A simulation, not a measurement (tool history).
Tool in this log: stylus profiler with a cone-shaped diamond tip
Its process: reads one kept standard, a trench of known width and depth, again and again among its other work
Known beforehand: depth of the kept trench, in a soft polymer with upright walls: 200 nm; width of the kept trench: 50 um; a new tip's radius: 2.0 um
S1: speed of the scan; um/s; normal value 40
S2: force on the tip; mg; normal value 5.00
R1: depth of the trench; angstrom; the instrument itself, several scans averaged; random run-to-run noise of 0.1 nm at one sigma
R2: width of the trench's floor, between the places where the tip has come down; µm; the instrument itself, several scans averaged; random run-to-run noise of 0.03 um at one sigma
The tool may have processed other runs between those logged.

run,hour,S1,S2,R1,R2
1,0.0,40,5.00,2014.4,48.13
2,10.6,40,5.00,2017.0,48.17
3,24.9,40,5.00,2018.3,48.08
4,42.1,40,5.00,2017.7,48.08
5,55.3,37,5.00,2015.5,48.12
6,64.7,37,5.00,2016.0,48.07
7,79.5,37,5.00,2017.9,48.14
8,87.7,156,5.00,2016.7,47.76
9,97.7,156,5.00,2016.3,47.86
10,112.9,156,5.00,2017.7,47.81
11,127.6,40,5.00,2016.9,48.05
12,136.9,40,3.89,2013.5,48.07
# hour 138.9: height scale calibrated on a step standard
13,155.9,40,3.89,2012.7,48.03
14,167.1,40,3.89,2013.5,48.04
15,183.7,40,3.89,2013.2,48.05
16,198.9,25,13.64,2032.6,48.13
17,207.2,33,13.64,2032.1,48.12
18,221.1,33,13.64,2033.9,48.13
19,236.1,25,4.33,2015.1,48.08
# hour 254.4: height scale calibrated on a step standard, once more
20,254.5,15,11.39,2029.9,48.06

Run 21, settings as shown, results not yet in. Your forecast:
21,264.4,15,11.39,?,?

Run 21 came out at R1 2032.8 angstrom, R2 48.10 µm.
Minus the tool's unlogged condition, the same run would have read R1 2032.5 angstrom, R2 48.24 µm.

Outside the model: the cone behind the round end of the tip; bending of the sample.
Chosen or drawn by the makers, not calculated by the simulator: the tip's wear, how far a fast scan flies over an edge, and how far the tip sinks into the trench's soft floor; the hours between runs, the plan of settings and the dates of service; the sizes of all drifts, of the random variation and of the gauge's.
